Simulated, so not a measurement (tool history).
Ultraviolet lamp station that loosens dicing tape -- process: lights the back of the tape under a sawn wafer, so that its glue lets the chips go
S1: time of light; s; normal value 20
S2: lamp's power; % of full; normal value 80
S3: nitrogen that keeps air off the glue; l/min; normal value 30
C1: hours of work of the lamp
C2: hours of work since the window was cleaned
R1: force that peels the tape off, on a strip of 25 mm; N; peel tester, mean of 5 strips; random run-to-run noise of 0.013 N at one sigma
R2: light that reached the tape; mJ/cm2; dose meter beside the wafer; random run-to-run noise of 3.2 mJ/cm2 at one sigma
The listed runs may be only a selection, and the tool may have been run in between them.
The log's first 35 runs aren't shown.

Run 36, day 96.479: usual settings but S1 36 s, S3 26 l/min; C1 52; C2 101. Result: R1 0.156 N, R2 892 mJ/cm2.
Run 37, day 99.412: usual settings but S2 86 % of full, S3 52 l/min; C1 82; C2 131. Result: R1 0.351 N, R2 530 mJ/cm2.
Run 38, day 102.579: usual settings but S1 14 s, S2 75 % of full, S3 46 l/min; C1 114; C2 163. Result: R1 1.239 N, R2 327 mJ/cm2.
Run 39, day 104.4: usual settings but S3 10 l/min; C1 133; C2 181. Result: R1 1.413 N, R2 499 mJ/cm2.
Run 40, day 106.196: usual settings but S3 10 l/min; C1 151; C2 199. Result: R1 1.388 N, R2 502 mJ/cm2.
Run 41, day 108.3: usual settings but S3 10 l/min; C1 172; C2 221. Result: R1 1.445 N, R2 497 mJ/cm2.
Run 42, day 112.062: usual settings but S1 13 s, S2 87 % of full, S3 19 l/min; C1 210; C2 259. Result: R1 1.788 N, R2 349 mJ/cm2.
Run 43, day 114.267: usual settings but S1 13 s, S2 87 % of full, S3 19 l/min; C1 233; C2 281. Result: R1 1.749 N, R2 347 mJ/cm2.

3 options for the next run, each taken on its own from the tool as it stands now. Forecast them:
Run A, day 116.096: usual settings but S3 18 l/min; C1 251; C2 300. Result: R1 ?, R2 ?.
Run B, day 116.096: usual settings but S2 82 % of full; C1 251; C2 300. Result: R1 ?, R2 ?.
Run C, day 116.096: usual settings but S1 28 s, S2 70 % of full, S3 10 l/min; C1 251; C2 300. Result: R1 ?, R2 ?.

run     R1   R2
  A  0.897  499
  B  0.578  508
  C  0.898  605
Had the tool no hidden state, the same runs would have come out as:
run     R1   R2
  A  0.895  500
  B  0.576  508
  C  0.896  606
